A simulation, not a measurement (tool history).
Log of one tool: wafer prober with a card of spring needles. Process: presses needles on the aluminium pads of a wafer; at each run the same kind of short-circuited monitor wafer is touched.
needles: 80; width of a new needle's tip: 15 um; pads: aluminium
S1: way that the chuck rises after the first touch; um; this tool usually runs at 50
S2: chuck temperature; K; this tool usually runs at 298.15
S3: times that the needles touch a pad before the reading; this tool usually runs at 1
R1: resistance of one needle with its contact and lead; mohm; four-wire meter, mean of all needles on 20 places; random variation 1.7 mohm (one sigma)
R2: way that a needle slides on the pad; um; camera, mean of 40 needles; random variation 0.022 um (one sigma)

run,hour,S1,S2,S3,R1,R2
1,0.0,50,298.15,1,259,11.62
# hour 8.8: tips cleaned on abrasive film
2,16.7,50,298.15,1,304,11.61
# hour 21.5: tips cleaned on abrasive film
3,24.9,50,354.15,1,250,11.58
# hour 34.1: tips cleaned on abrasive film
4,42.7,50,298.15,1,330,11.54
# hour 47.1: tips cleaned on abrasive film
5,51.8,50,298.15,1,276,11.58
6,59.3,50,340.15,1,355,11.53
# hour 60.7: tips cleaned on abrasive film
# hour 73.4: tips cleaned on abrasive film
7,77.3,50,340.15,1,265,11.49
# hour 87.2: tips cleaned on abrasive film
8,88.4,50,340.15,1,228,11.46
# hour 100.3: tips cleaned on abrasive film
9,100.3,50,340.15,1,188,11.44
# hour 113.1: tips cleaned on abrasive film
10,113.1,50,298.15,1,186,11.40
# hour 126.2: tips cleaned on abrasive film
11,127.0,50,298.15,1,199,11.41
# hour 139.1: tips cleaned on abrasive film
12,140.2,50,298.15,1,209,11.37
# hour 149.3: height of the first contact set anew
# hour 152.0: tips cleaned on abrasive film
13,153.9,50,298.15,1,228,11.65
# hour 164.8: tips cleaned on abrasive film
14,167.7,50,298.15,1,245,11.66
# hour 177.4: tips cleaned on abrasive film
15,183.3,50,298.15,1,290,11.64
# hour 190.6: tips cleaned on abrasive film
16,193.7,50,298.15,1,242,11.60
# hour 203.9: tips cleaned on abrasive film
17,208.8,39,298.15,1,356,9.01
# hour 218.0: tips cleaned on abrasive film
18,219.5,50,363.15,2,207,11.57
# hour 230.8: tips cleaned on abrasive film
19,230.9,50,369.15,2,193,11.55
# hour 243.5: tips cleaned on abrasive film
20,245.9,50,369.15,2,224,11.55
# hour 257.1: tips cleaned on abrasive film
21,263.2,50,369.15,2,255,11.48
# hour 270.1: tips cleaned on abrasive film
22,274.9,38,370.15,1,375,8.69
# hour 283.3: tips cleaned on abrasive film
23,286.4,39,339.15,2,257,8.86
# hour 296.3: tips cleaned on abrasive film
24,303.6,64,388.15,2,234,14.68

What if the next run were any one of these 5? Each begins from the tool's condition after run 24:
# hour 308.8: tips cleaned on abrasive film
A,313.2,32,298.15,1,?,?
# hour 308.8: tips cleaned on abrasive film
B,313.2,50,298.15,2,?,?
# hour 308.8: tips cleaned on abrasive film
C,313.2,64,388.15,1,?,?
# hour 308.8: tips cleaned on abrasive film
D,313.2,55,306.15,2,?,?
# hour 308.8: tips cleaned on abrasive film
E,313.2,38,313.15,2,?,?

run,R1,R2
A,422,7.18
B,231,11.39
C,234,14.69
D,217,12.60
E,281,8.60
What these runs would have given with no unlogged condition in the tool:
run,R1,R2
A,179,7.43
B,169,11.64
C,178,14.95
D,166,12.85
E,178,8.86
